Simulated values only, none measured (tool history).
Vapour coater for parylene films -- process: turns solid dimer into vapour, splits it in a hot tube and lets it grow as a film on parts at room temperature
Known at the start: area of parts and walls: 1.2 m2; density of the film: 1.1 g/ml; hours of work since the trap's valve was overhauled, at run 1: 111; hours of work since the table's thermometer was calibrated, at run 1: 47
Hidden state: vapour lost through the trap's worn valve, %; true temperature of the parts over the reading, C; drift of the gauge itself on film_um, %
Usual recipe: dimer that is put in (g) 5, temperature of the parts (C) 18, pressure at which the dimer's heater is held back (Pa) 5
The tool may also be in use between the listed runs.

run    hour  dimer that is put in (g)  temperature of the parts (C)  pressure at which the dimer's heater is held back (Pa)  hours of work since the trap's valve was overhauled  hours of work since the table's thermometer was calibrated  thickness of the film (µm)
  1       0                         5                            18                                                       5                                                  111                                                          47                        1.88
  2    33.5                         5                            18                                                       8                                                  130                                                          66                        1.82
  3    70.4                         5                            18                                                       5                                                  151                                                          87                        1.88
  4     107                         5                            18                                                       5                                                  171                                                         107                        1.87
  5   136.8                         5                            18                                                       5                                                  188                                                         124                        1.89
  6   194.8                         5                            18                                                    9.16                                                  221                                                         156                        1.79
  7   240.7                         3                            18                                                       5                                                  246                                                         182                        1.12
  8   282.4                         6                            18                                                       5                                                  270                                                         206                        2.24
  9   347.5                         5                            18                                                       5                                                  306                                                         242                        1.88
 10   377.6                         5                            18                                                       5                                                  323                                                         259                        1.88
 11   413.8                         5                            18                                                       5                                                  343                                                         279                        1.86
 12   482.2                         2                            18                                                       5                                                  382                                                         318                        0.75
 13   539.2                         5                            18                                                       5                                                  414                                                         349                         1.9
 14   604.3                         5                            18                                                       5                                                  450                                                         386                        1.89
 15   669.6                         5                            18                                                       5                                                  487                                                         423                        1.87
 16   734.2                         5                            18                                                       5                                                  523                                                         459                        1.87
 17   794.7                         5                            18                                                       5                                                  557                                                         493                        1.87
 18   834.3                         5                            19                                                       5                                                  579                                                         515                        1.78
 19   903.2                         5                            19                                                       5                                                  618                                                         554                        1.79
 20   952.9                         5                            27                                                       5                                                  646                                                         581                        1.21
 21   982.6                         5                            28                                                       5                                                  662                                                         598                        1.15
     1027.3  -- trap's valve overhauled
 22  1048.9                         5                            28                                                       5                                                   12                                                         633                        1.16
 23  1109.4                         5                            28                                                       5                                                   46                                                         667                        1.15
 24  1147.3                         3                            25                                                    2.17                                                   67                                                         688                        0.86
 25    1211                         2                            18                                                    9.59                                                  103                                                         724                        0.71
 26  1274.7                         2                            23                                                       5                                                  139                                                         760                        0.59
 27  1334.1                         2                            22                                                    8.25                                                  172                                                         793                         0.6
 28  1370.9                         5                            12                                                    4.02                                                  193                                                         814                        2.57
 29    1427                         3                            14                                                       5                                                  224                                                         845                        1.36
 30  1463.1                         3                            11                                                    2.82                                                  244                                                         865                        1.65
 31  1505.9                         3                            11                                                    2.82                                                  268                                                         889                        1.66
 32  1542.2                         5                            27                                                    4.31                                                  289                                                         910                        1.22
 33  1573.5                         4                            22                                                    7.97                                                  306                                                         927                        1.18
 34  1640.5                         4                            22                                                    7.97                                                  344                                                         965                        1.19
 35  1687.9                         3                            18                                                    7.14                                                  370                                                         991                         1.1
 36    1718                         7                            23                                                    9.74                                                  387                                                        1008                        1.94
 37  1760.2                         5                            17                                                    4.76                                                  411                                                        1032                        1.97
 38  1805.5                         2                            22                                                    7.43                                                  436                                                        1057                         0.6
 39  1834.4                         2                            22                                                    7.43                                                  452                                                        1073                         0.6
 40  1879.8                         5                            12                                                    2.25                                                  478                                                        1099                        2.67
 41  1916.5                         5                            12                                                    2.25                                                  499                                                        1119                         2.7

What differs in the tool's unlogged condition from the final listed run ahead of each entry between runs to the first listed run following it?
Runs 21 to 22: trap's valve overhauled (hour 1027.3)
  vapour lost through the trap's worn valve, %: 0.2 -> 0

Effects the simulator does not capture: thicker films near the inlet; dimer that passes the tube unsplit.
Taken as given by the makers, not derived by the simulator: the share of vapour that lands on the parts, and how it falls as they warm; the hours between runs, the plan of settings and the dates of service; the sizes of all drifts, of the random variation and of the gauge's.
